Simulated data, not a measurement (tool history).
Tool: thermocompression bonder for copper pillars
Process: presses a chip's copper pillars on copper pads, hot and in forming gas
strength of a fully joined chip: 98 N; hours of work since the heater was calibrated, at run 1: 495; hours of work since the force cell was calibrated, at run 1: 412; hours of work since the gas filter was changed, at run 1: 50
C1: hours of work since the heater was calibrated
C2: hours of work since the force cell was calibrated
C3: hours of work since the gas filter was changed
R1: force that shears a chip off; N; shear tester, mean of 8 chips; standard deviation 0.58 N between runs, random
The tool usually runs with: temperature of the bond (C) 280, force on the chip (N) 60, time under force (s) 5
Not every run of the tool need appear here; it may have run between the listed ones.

{"run": 1, "hour": 0.0, "temperature of the bond (C)": 280, "force on the chip (N)": 60, "time under force (s)": 5, "C1": 495, "C2": 412, "C3": 50, "R1": 33.8}
{"run": 2, "hour": 9.1, "temperature of the bond (C)": 280, "force on the chip (N)": 60, "time under force (s)": 5, "C1": 501, "C2": 418, "C3": 56, "R1": 34.1}
{"run": 3, "hour": 25.2, "temperature of the bond (C)": 280, "force on the chip (N)": 60, "time under force (s)": 5, "C1": 512, "C2": 429, "C3": 67, "R1": 34.4}
{"run": 4, "hour": 34.9, "temperature of the bond (C)": 280, "force on the chip (N)": 60, "time under force (s)": 5, "C1": 518, "C2": 436, "C3": 73, "R1": 33.4}
{"run": 5, "hour": 42.7, "temperature of the bond (C)": 280, "force on the chip (N)": 60, "time under force (s)": 5, "C1": 524, "C2": 441, "C3": 78, "R1": 34.4}
{"run": 6, "hour": 55.3, "temperature of the bond (C)": 290, "force on the chip (N)": 60, "time under force (s)": 5, "C1": 532, "C2": 449, "C3": 87, "R1": 39.5}
{"run": 7, "hour": 70.1, "temperature of the bond (C)": 290, "force on the chip (N)": 60, "time under force (s)": 5, "C1": 542, "C2": 459, "C3": 97, "R1": 39}
{"run": 8, "hour": 84.8, "temperature of the bond (C)": 280, "force on the chip (N)": 60, "time under force (s)": 5, "C1": 552, "C2": 469, "C3": 106, "R1": 33}
{"run": 9, "hour": 96.4, "temperature of the bond (C)": 280, "force on the chip (N)": 60, "time under force (s)": 5, "C1": 559, "C2": 477, "C3": 114, "R1": 33.3}
{"run": 10, "hour": 104.1, "temperature of the bond (C)": 280, "force on the chip (N)": 60, "time under force (s)": 5, "C1": 565, "C2": 482, "C3": 119, "R1": 33.1}
{"run": 11, "hour": 113.6, "temperature of the bond (C)": 280, "force on the chip (N)": 60, "time under force (s)": 5, "C1": 571, "C2": 488, "C3": 126, "R1": 32.9}
{"run": 12, "hour": 131.2, "temperature of the bond (C)": 280, "force on the chip (N)": 60, "time under force (s)": 5, "C1": 583, "C2": 500, "C3": 137, "R1": 32.5}
{"run": 13, "hour": 145.5, "temperature of the bond (C)": 280, "force on the chip (N)": 60, "time under force (s)": 5, "C1": 592, "C2": 509, "C3": 147, "R1": 31.7}
{"run": 14, "hour": 156.1, "temperature of the bond (C)": 280, "force on the chip (N)": 60, "time under force (s)": 5, "C1": 599, "C2": 516, "C3": 154, "R1": 32.5}
{"run": 15, "hour": 165.0, "temperature of the bond (C)": 280, "force on the chip (N)": 60, "time under force (s)": 5, "C1": 605, "C2": 522, "C3": 160, "R1": 32}
{"run": 16, "hour": 178.4, "temperature of the bond (C)": 280, "force on the chip (N)": 60, "time under force (s)": 5, "C1": 614, "C2": 531, "C3": 169, "R1": 32.3}
{"run": 17, "hour": 188.2, "temperature of the bond (C)": 280, "force on the chip (N)": 60, "time under force (s)": 5, "C1": 621, "C2": 538, "C3": 175, "R1": 32.1}
{"run": 18, "hour": 195.9, "temperature of the bond (C)": 280, "force on the chip (N)": 60, "time under force (s)": 5, "C1": 626, "C2": 543, "C3": 181, "R1": 30.2}
{"run": 19, "hour": 208.5, "temperature of the bond (C)": 280, "force on the chip (N)": 60, "time under force (s)": 5, "C1": 634, "C2": 551, "C3": 189, "R1": 32.4}
{"run": 20, "hour": 225.4, "temperature of the bond (C)": 280, "force on the chip (N)": 60, "time under force (s)": 5, "C1": 646, "C2": 563, "C3": 200, "R1": 31.9}
{"run": 21, "hour": 235.5, "temperature of the bond (C)": 280, "force on the chip (N)": 86, "time under force (s)": 5, "C1": 652, "C2": 569, "C3": 207, "R1": 44.1}
{"run": 22, "hour": 248.9, "temperature of the bond (C)": 278, "force on the chip (N)": 62, "time under force (s)": 6, "C1": 661, "C2": 578, "C3": 216, "R1": 33.1}
{"run": 23, "hour": 263.4, "temperature of the bond (C)": 302, "force on the chip (N)": 85, "time under force (s)": 8, "C1": 671, "C2": 588, "C3": 226, "R1": 65.2}
{"run": 24, "hour": 274.0, "temperature of the bond (C)": 276, "force on the chip (N)": 62, "time under force (s)": 7, "C1": 678, "C2": 595, "C3": 233, "R1": 34}
{"run": 25, "hour": 284.8, "temperature of the bond (C)": 288, "force on the chip (N)": 62, "time under force (s)": 5, "C1": 685, "C2": 602, "C3": 240, "R1": 35.5}
{"hour": 286.6, "done": "forming gas filter changed"}
{"run": 26, "hour": 302.3, "temperature of the bond (C)": 290, "force on the chip (N)": 45, "time under force (s)": 8, "C1": 697, "C2": 614, "C3": 10, "R1": 36.3}
{"run": 27, "hour": 320.4, "temperature of the bond (C)": 280, "force on the chip (N)": 87, "time under force (s)": 5, "C1": 709, "C2": 626, "C3": 23, "R1": 47.5}
{"run": 28, "hour": 336.8, "temperature of the bond (C)": 280, "force on the chip (N)": 87, "time under force (s)": 10, "C1": 720, "C2": 637, "C3": 33, "R1": 59.4}
{"run": 29, "hour": 354.3, "temperature of the bond (C)": 305, "force on the chip (N)": 75, "time under force (s)": 5, "C1": 731, "C2": 648, "C3": 45, "R1": 58.5}
{"run": 30, "hour": 366.0, "temperature of the bond (C)": 280, "force on the chip (N)": 37, "time under force (s)": 6, "C1": 739, "C2": 656, "C3": 53, "R1": 21.9}
{"run": 31, "hour": 378.8, "temperature of the bond (C)": 269, "force on the chip (N)": 39, "time under force (s)": 9, "C1": 748, "C2": 665, "C3": 61, "R1": 21.9}
{"run": 32, "hour": 387.5, "temperature of the bond (C)": 269, "force on the chip (N)": 39, "time under force (s)": 9, "C1": 753, "C2": 671, "C3": 67, "R1": 20.9}
{"run": 33, "hour": 402.4, "temperature of the bond (C)": 280, "force on the chip (N)": 60, "time under force (s)": 3, "C1": 763, "C2": 680, "C3": 77, "R1": 26.8}
{"run": 34, "hour": 413.9, "temperature of the bond (C)": 280, "force on the chip (N)": 60, "time under force (s)": 3, "C1": 771, "C2": 688, "C3": 85, "R1": 26.5}
{"run": 35, "hour": 424.5, "temperature of the bond (C)": 280, "force on the chip (N)": 60, "time under force (s)": 3, "C1": 778, "C2": 695, "C3": 92, "R1": 26.7}
{"run": 36, "hour": 432.3, "temperature of the bond (C)": 305, "force on the chip (N)": 44, "time under force (s)": 5, "C1": 783, "C2": 700, "C3": 97, "R1": 34.8}
{"run": 37, "hour": 443.3, "temperature of the bond (C)": 295, "force on the chip (N)": 42, "time under force (s)": 3, "C1": 791, "C2": 708, "C3": 105, "R1": 23}
{"run": 38, "hour": 460.6, "temperature of the bond (C)": 295, "force on the chip (N)": 42, "time under force (s)": 3, "C1": 802, "C2": 719, "C3": 116, "R1": 23.1}
{"run": 39, "hour": 469.6, "temperature of the bond (C)": 308, "force on the chip (N)": 51, "time under force (s)": 5, "C1": 808, "C2": 725, "C3": 122, "R1": 41.8}

Consider 5 possible next runs. They are alternatives, not a sequence: every one starts from the tool as it was left by run 39. What does each give?
{"run": "A", "hour": 481.5, "temperature of the bond (C)": 262, "force on the chip (N)": 60, "time under force (s)": 3, "C1": 816, "C2": 733, "C3": 130, "R1": "?"}
{"run": "B", "hour": 481.5, "temperature of the bond (C)": 277, "force on the chip (N)": 51, "time under force (s)": 5, "C1": 816, "C2": 733, "C3": 130, "R1": "?"}
{"run": "C", "hour": 481.5, "temperature of the bond (C)": 297, "force on the chip (N)": 44, "time under force (s)": 11, "C1": 816, "C2": 733, "C3": 130, "R1": "?"}
{"run": "D", "hour": 481.5, "temperature of the bond (C)": 280, "force on the chip (N)": 57, "time under force (s)": 12, "C1": 816, "C2": 733, "C3": 130, "R1": "?"}
{"run": "E", "hour": 481.5, "temperature of the bond (C)": 253, "force on the chip (N)": 50, "time under force (s)": 5, "C1": 816, "C2": 733, "C3": 130, "R1": "?"}

run=A R1=18.1
run=B R1=24.6
run=C R1=41.9
run=D R1=42.1
run=E R1=16.2
Without the tool's hidden state the same runs would have given:
run=A R1=21.1
run=B R1=28.5
run=C R1=47.6
run=D R1=48
run=E R1=18.8
